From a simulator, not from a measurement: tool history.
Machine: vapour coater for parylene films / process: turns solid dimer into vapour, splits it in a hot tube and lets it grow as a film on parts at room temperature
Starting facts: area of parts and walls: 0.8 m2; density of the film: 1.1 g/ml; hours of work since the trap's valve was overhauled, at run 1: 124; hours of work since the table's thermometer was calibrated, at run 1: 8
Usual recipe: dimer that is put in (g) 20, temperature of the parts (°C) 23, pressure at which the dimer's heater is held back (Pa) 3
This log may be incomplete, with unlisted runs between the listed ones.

run   hour  dimer that is put in (g)  temperature of the parts (°C)  pressure at which the dimer's heater is held back (Pa)  hours of work since the trap's valve was overhauled  hours of work since the table's thermometer was calibrated  thickness of the film (um)
  1      0                        20                             23                                                       3                                                  124                                                           8                       12.65
  2     40                        20                             23                                                       3                                                  144                                                          28                       12.81
  3     57                        20                             22                                                       3                                                  153                                                          37                       13.06
  4   75.5                        20                             23                                                       3                                                  163                                                          46                       12.69
  5  116.7                        28                             23                                                       3                                                  184                                                          67                       17.87
  6  154.1                        28                             23                                                       3                                                  203                                                          86                       17.87
  7  172.8                        28                             23                                                       3                                                  212                                                          96                       17.77
  8  207.9                        28                             23                                                       3                                                  230                                                         114                       17.68
  9  236.4                        20                             23                                                       3                                                  245                                                         129                       12.87
 10  258.6                        20                             31                                                       3                                                  256                                                         140                       10.73
 11  282.2                        20                             31                                                       3                                                  268                                                         152                       10.71
 12  311.3                        27                             24                                                    2.55                                                  283                                                         167                       17.65
 13  344.1                        27                             24                                                    2.55                                                  300                                                         184                       17.51
 14  380.9                        27                             24                                                    2.55                                                  319                                                         202                       17.44
     407.1  -- trap's valve overhauled
 15  423.3                        18                             23                                                    2.29                                                    8                                                         222                       12.42
 16    455                        10                             23                                                    2.42                                                   24                                                         238                        6.75
 17  481.7                        10                             23                                                    2.42                                                   38                                                         252                         6.8
 18  513.1                         8                             23                                                    8.35                                                   54                                                         268                        3.95
 19  548.6                         8                             23                                                    8.35                                                   72                                                         286                        4.06
 20  572.2                         8                             32                                                   11.77                                                   84                                                         298                        3.03
 21  600.9                        10                             28                                                    6.48                                                   99                                                         313                        4.76
 22  624.5                        10                             21                                                    6.94                                                  111                                                         325                        5.52

Table of differences, measured result less the result of that run with no hidden state. Run-to-run variation is the same in both. Gauge scatter possibly is not:
Unlogged tool condition in this case: vapour lost through the trap's worn valve, %; true temperature of the parts over the reading, C; drift of the gauge itself on film_um, %.
run  thickness of the film (um)
  1                       -0.03
  2                       -0.03
  3                       -0.03
  4                       -0.04
  5                       -0.06
  6                       -0.06
  7                       -0.06
  8                       -0.07
  9                       -0.05
 10                       -0.05
 11                       -0.05
 12                       -0.08
 13                       -0.09
 14                        -0.1
 15                          +0
 16                          +0
 17                       -0.01
 18                          +0
 19                       -0.01
 20                       -0.01
 21                       -0.01
 22                       -0.02
